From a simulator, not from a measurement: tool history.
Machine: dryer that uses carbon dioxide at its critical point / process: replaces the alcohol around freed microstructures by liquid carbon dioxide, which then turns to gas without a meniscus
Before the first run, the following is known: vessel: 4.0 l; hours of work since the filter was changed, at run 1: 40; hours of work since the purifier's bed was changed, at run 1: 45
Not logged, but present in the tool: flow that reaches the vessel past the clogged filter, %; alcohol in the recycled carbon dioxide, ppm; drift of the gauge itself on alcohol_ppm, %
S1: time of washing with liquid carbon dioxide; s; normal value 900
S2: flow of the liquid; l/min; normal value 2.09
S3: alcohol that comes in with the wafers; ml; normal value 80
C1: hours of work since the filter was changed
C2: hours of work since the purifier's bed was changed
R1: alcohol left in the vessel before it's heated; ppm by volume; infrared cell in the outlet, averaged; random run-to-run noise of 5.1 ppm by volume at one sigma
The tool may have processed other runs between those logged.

run	hour	S1	S2	S3	C1	C2	R1
1	0	900	2.09	80	40	45	80
2	8.9	900	2.09	80	43	47	88
3	15.4	900	2.09	41	45	49	37
4	20.3	900	2.09	41	46	51	50
5	26.6	900	2.09	41	48	53	39
6	31	900	2.09	41	50	54	41
7	38.3	900	2.09	41	52	56	48
8	45	900	2.09	66	54	58	66
9	51.5	900	2.09	66	56	60	70
10	58.2	960	2.09	80	58	62	59
11	66.9	960	2.09	80	61	65	61
12	74.5	900	2.09	80	63	67	78
13	80.6	900	2.09	80	65	69	83
14	86.8	900	2.13	80	67	71	76
15	93.2	1020	2.09	80	68	73	47
16	100.6	1020	2.09	80	71	75	45
17	109.6	1020	2.09	80	73	78	55
18	114.7	540	2.09	80	75	79	676
19	120.4	900	2.76	80	77	81	34
20	124.8	900	2.76	80	78	83	24
21	133.4	900	2.76	80	81	85	26
22	140.3	900	2.09	80	83	87	86
23	148.1	900	2.09	80	85	90	97
24	154.1	540	2.09	80	87	91	703
25	162.9	1140	1.41	108	90	94	253
26	167.7	1140	1.85	45	91	95	46
27	177.1	1140	3.23	45	94	98	19
28	182.6	1380	2.09	80	96	100	18
29	191.6	1380	2.09	80	98	103	33
30	200.7	1140	2.04	80	101	105	46
31	209	1140	2.04	80	104	108	39
32	213.8	960	3.07	80	105	109	23
33	222.9	660	1.43	89	108	112	1420
34	232.5	1200	1.86	57	111	115	43
35	236.8	660	2.09	82	112	116	374
36	243	660	2.09	82	114	118	351
37	247.9	840	3.48	82	115	120	30
38	256.2	600	1.61	23	118	122	359
39	261.5	1440	1.58	58	119	124	50
40	266.1	1440	1.58	58	121	125	42
41	275.7	1440	1.58	74	124	128	50
42	280.6	900	1.31	80	125	130	687
43	289.8	900	2.53	80	128	132	46
44	293.8	1080	2.09	70	129	134	47
45	298.2	1020	1.79	38	130	135	68
46	305.5	720	3.19	28	133	137	29
47	310.1	900	1.66	26	134	139	100

A few steps of R1 between consecutive runs. Split each: what settings, incoming material and random variation would produce without the hidden state, and what is left over for the hidden state, along with gauge scatter present in only one of the two compared results (measured, and without hidden state):
Run 18 -> 19: S1 540 -> 900, S2 2.09 -> 2.76. R1 -642 ppm by volume: hidden state -51, all else -591.
Run 32 -> 33: S1 960 -> 660, S2 3.07 -> 1.43, S3 80 -> 89. R1 +1397 ppm by volume: hidden state +129, all else +1268.
Run 33 -> 34: S1 660 -> 1200, S2 1.43 -> 1.86, S3 89 -> 57. R1 -1377 ppm by volume: hidden state -124, all else -1253.
Run 41 -> 42: S1 1440 -> 900, S2 1.58 -> 1.31, S3 74 -> 80. R1 +637 ppm by volume: hidden state +80, all else +557.
